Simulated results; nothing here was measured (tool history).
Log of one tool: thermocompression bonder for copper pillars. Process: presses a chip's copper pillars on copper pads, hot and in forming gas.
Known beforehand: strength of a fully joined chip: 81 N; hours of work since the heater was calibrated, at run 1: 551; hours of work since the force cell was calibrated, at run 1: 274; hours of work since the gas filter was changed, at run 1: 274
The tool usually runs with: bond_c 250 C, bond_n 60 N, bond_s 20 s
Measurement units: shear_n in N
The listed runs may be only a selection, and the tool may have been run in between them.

run   hour  bond_c  bond_n  bond_s  hours of work since the heater was calibrated  hours of work since the force cell was calibrated  hours of work since the gas filter was changed  shear_n
  1      0     250      60      20                                            551                                                274                                             274     55.3
  2   15.2     250      60      20                                            559                                                282                                             282       55
  3   31.2     250      60      20                                            568                                                291                                             291     55.1
  4   48.4     250      60      20                                            577                                                300                                             300     53.3
  5   68.3     250      38      20                                            588                                                311                                             311     41.5
      80.4  -- heater calibrated with a thermocouple chip
  6   91.8     250      60      20                                              6                                                322                                             322     50.4
  7  112.1     250      60      20                                             17                                                333                                             333     49.8
  8  124.6     250      60      20                                             24                                                340                                             340     51.1
  9    138     250      60      20                                             31                                                347                                             347     50.5
 10  149.7     250      60      20                                             37                                                353                                             353     51.6
 11  170.1     250      60      20                                             48                                                364                                             364     49.2
 12    192     250      60      40                                             60                                                376                                             376     59.5
 13  211.8     250      60      40                                             71                                                387                                             387     58.7
 14  231.5     250      60      40                                             81                                                397                                             397     58.8
 15  245.5     250      89      15                                             89                                                405                                             405     57.7
 16  264.1     250      89      15                                             99                                                415                                             415     57.2
     289.2  -- forming gas filter changed
 17  289.2     269      89      10                                            112                                                428                                               0     64.2
 18  315.4     226      64      50                                            126                                                442                                              14     60.7
 19    342     226      64      50                                            141                                                457                                              28     59.8
 20    367     226      64      50                                            154                                                470                                              42     60.4
 21  394.6     248      60      14                                            169                                                485                                              57     50.3
 22    410     280      52      25                                            177                                                493                                              65     62.6
 23  429.3     261      79      42                                            188                                                504                                              75     73.6
 24  442.9     227      42      34                                            195                                                511                                              83     42.7
 25  461.2     241      56      56                                            205                                                521                                              93     63.6

What if the next run were any one of these 5? Each begins from the tool's condition after run 25:
  A  483.7     237      56      56                                            217                                                533                                             105        ?
  B  483.7     275      44      28                                            217                                                533                                             105        ?
  C  483.7     276      56      56                                            217                                                533                                             105        ?
  D  483.7     259      45      14                                            217                                                533                                             105        ?
  E  483.7     241      38      56                                            217                                                533                                             105        ?

run  shear_n
  A     63.2
  B     59.1
  C     71.9
  D     43.8
  E     52.6
With no hidden state in the tool, these same runs would have given:
run  shear_n
  A     60.7
  B     56.7
  C     71.2
  D       41
  E     49.7
